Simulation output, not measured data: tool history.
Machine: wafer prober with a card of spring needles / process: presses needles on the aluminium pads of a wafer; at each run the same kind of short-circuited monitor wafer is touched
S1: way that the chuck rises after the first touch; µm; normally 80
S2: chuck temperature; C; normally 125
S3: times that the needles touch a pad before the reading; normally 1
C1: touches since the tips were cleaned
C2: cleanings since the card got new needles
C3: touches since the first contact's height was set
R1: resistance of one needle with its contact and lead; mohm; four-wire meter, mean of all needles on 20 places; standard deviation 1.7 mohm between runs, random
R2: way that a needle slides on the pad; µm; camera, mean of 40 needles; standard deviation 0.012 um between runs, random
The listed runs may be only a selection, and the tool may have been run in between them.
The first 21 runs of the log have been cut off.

run	hour	S1	S2	S3	C1	C2	C3	R1	R2
# hour 1163.0: tips cleaned on abrasive film
22	1186.8	80	44	1	5460	49	51128	193	11.98
# hour 1200.8: tips cleaned on abrasive film
# hour 1239.9: tips cleaned on abrasive film
23	1247.9	97	63	1	1834	51	65160	179	14.56
# hour 1281.8: tips cleaned on abrasive film
24	1295.8	69	78	3	3217	52	76173	179	10.31
# hour 1320.2: tips cleaned on abrasive film
25	1338.2	69	78	3	4157	53	85919	180	10.24
# hour 1358.8: tips cleaned on abrasive film
26	1375.3	95	89	1	3788	54	94431	193	14.18
# hour 1395.8: tips cleaned on abrasive film
27	1410.8	63	34	1	3458	55	102582	191	9.33
# hour 1434.7: tips cleaned on abrasive film
28	1467.5	87	38	1	7558	56	115613	195	12.95
# hour 1473.8: tips cleaned on abrasive film
# hour 1515.0: tips cleaned on abrasive film
29	1517.7	72	58	3	625	58	127134	171	10.65
# hour 1547.6: height of the first contact set anew
# hour 1552.2: tips cleaned on abrasive film
30	1563.7	72	58	3	2665	59	3702	175	10.87

Consider 3 possible next runs. They are alternatives, not a sequence: every one starts from the tool as it was left by run 30. What does each give?
# hour 1588.4: tips cleaned on abrasive film
A	1611.0	87	73	1	5192	60	14556	?	?
# hour 1588.4: tips cleaned on abrasive film
B	1611.0	85	54	1	5192	60	14556	?	?
# hour 1588.4: tips cleaned on abrasive film
C	1611.0	89	73	3	5192	60	14556	?	?

run	R1	R2
A	192	13.12
B	191	12.80
C	179	13.42
Take away the tool's hidden state, keep each run's random variation, and the runs would have read:
run	R1	R2
A	168	13.15
B	167	12.82
C	171	13.44
